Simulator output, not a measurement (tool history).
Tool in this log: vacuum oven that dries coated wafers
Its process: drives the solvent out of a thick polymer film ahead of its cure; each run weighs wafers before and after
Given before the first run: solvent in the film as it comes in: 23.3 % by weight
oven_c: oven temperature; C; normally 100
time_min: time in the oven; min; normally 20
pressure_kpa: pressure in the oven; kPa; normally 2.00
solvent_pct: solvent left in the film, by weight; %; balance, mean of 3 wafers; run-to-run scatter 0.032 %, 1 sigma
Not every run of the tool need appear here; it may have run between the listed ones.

| run | day | oven_c | time_min | pressure_kpa | solvent_pct |
|---|---|---|---|---|---|
| 1 | 0.000 | 100 | 20 | 2.00 | 3.00 |
| 2 | 1.725 | 100 | 20 | 2.00 | 3.04 |
| 3 | 4.912 | 100 | 20 | 2.00 | 2.97 |
| 4 | 7.492 | 100 | 20 | 2.00 | 3.05 |
| 5 | 11.088 | 100 | 20 | 2.00 | 3.01 |
| 6 | 13.350 | 100 | 20 | 2.00 | 2.98 |
| 7 | 15.138 | 93 | 20 | 2.00 | 4.53 |
| 8 | 19.158 | 100 | 20 | 2.00 | 3.01 |
| 9 | 21.558 | 100 | 20 | 2.89 | 3.96 |
| 10 | 25.758 | 100 | 20 | 2.89 | 3.88 |
| 11 | 27.817 | 100 | 20 | 2.89 | 3.91 |
| 12 | 30.117 | 100 | 20 | 2.89 | 3.98 |
| 13 | 33.879 | 100 | 20 | 2.89 | 3.91 |
| 14 | 36.412 | 114 | 20 | 2.00 | 1.41 |
| 15 | 40.338 | 114 | 20 | 2.00 | 1.41 |
| 16 | 44.354 | 109 | 20 | 2.00 | 1.85 |
| 17 | 47.492 | 109 | 20 | 2.00 | 1.82 |
| 18 | 49.217 | 109 | 20 | 2.00 | 1.82 |
| 19 | 51.417 | 109 | 20 | 2.00 | 1.80 |
| 20 | 53.533 | 100 | 20 | 7.84 | 9.10 |
| 21 | 56.367 | 100 | 20 | 7.84 | 9.01 |
| 22 | 58.333 | 100 | 20 | 7.84 | 9.05 |
| 23 | 61.025 | 100 | 20 | 2.00 | 3.00 |
| 24 | 63.471 | 100 | 20 | 2.00 | 2.93 |
| 25 | 67.112 | 100 | 35 | 4.82 | 5.32 |
| 26 | 69.558 | 99 | 35 | 3.99 | 4.49 |
| 27 | 73.092 | 101 | 15 | 2.30 | 3.93 |
| 28 | 76.521 | 101 | 15 | 2.30 | 4.02 |
| 29 | 78.642 | 101 | 15 | 2.30 | 3.95 |
| 30 | 80.762 | 101 | 15 | 2.30 | 4.04 |
| 31 | 83.196 | 98 | 26 | 1.96 | 2.76 |
| 32 | 86.362 | 98 | 26 | 1.96 | 2.72 |
| 33 | 90.421 | 98 | 26 | 1.96 | 2.68 |
| 34 | 93.788 | 98 | 26 | 1.96 | 2.77 |
| 35 | 96.942 | 98 | 26 | 1.96 | 2.79 |
| 36 | 101.000 | 98 | 26 | 1.96 | 2.72 |
| 37 | 104.929 | 93 | 22 | 1.38 | 3.34 |
| 38 | 107.192 | 89 | 20 | 2.00 | 5.67 |
| 39 | 111.304 | 100 | 12 | 3.34 | 6.28 |
| 40 | 114.008 | 100 | 14 | 5.20 | 7.37 |
| 41 | 116.621 | 100 | 14 | 5.20 | 7.38 |
| 42 | 120.000 | 100 | 14 | 5.20 | 7.33 |
| 43 | 123.762 | 102 | 12 | 1.04 | 3.64 |
| 44 | 127.104 | 92 | 12 | 3.69 | 9.25 |
| 45 | 129.375 | 100 | 18 | 2.87 | 4.18 |
| 46 | 132.450 | 100 | 18 | 2.87 | 4.13 |
| 47 | 135.792 | 98 | 33 | 2.05 | 2.55 |

Not shown: 5 entries that the log had between the listed runs. Between which runs, and how does the tool's hidden state differ before and after?
Logged between run 9 and run 10: oven's thermocouples calibrated (day 22.700)
  true wafer temperature over the reading, C: -0.02 -> -0.01
Logged between run 14 and run 15: vacuum gauge cleaned of residue and calibrated (day 38.742)
  true pressure over the reading, kPa: 0.007 -> 0
Logged between run 25 and run 26: oven's thermocouples calibrated (day 68.604)
  true wafer temperature over the reading, C: -0.03 -> 0.01; true pressure over the reading, kPa: 0.002 -> 0.003
Logged between run 40 and run 41: oven's thermocouples calibrated (day 114.450)
  true wafer temperature over the reading, C: -0.01 -> 0
Logged between run 41 and run 42: vacuum gauge cleaned of residue and calibrated (day 117.675)
  true wafer temperature over the reading, C: 0 -> -0.01; true pressure over the reading, kPa: 0.007 -> 0
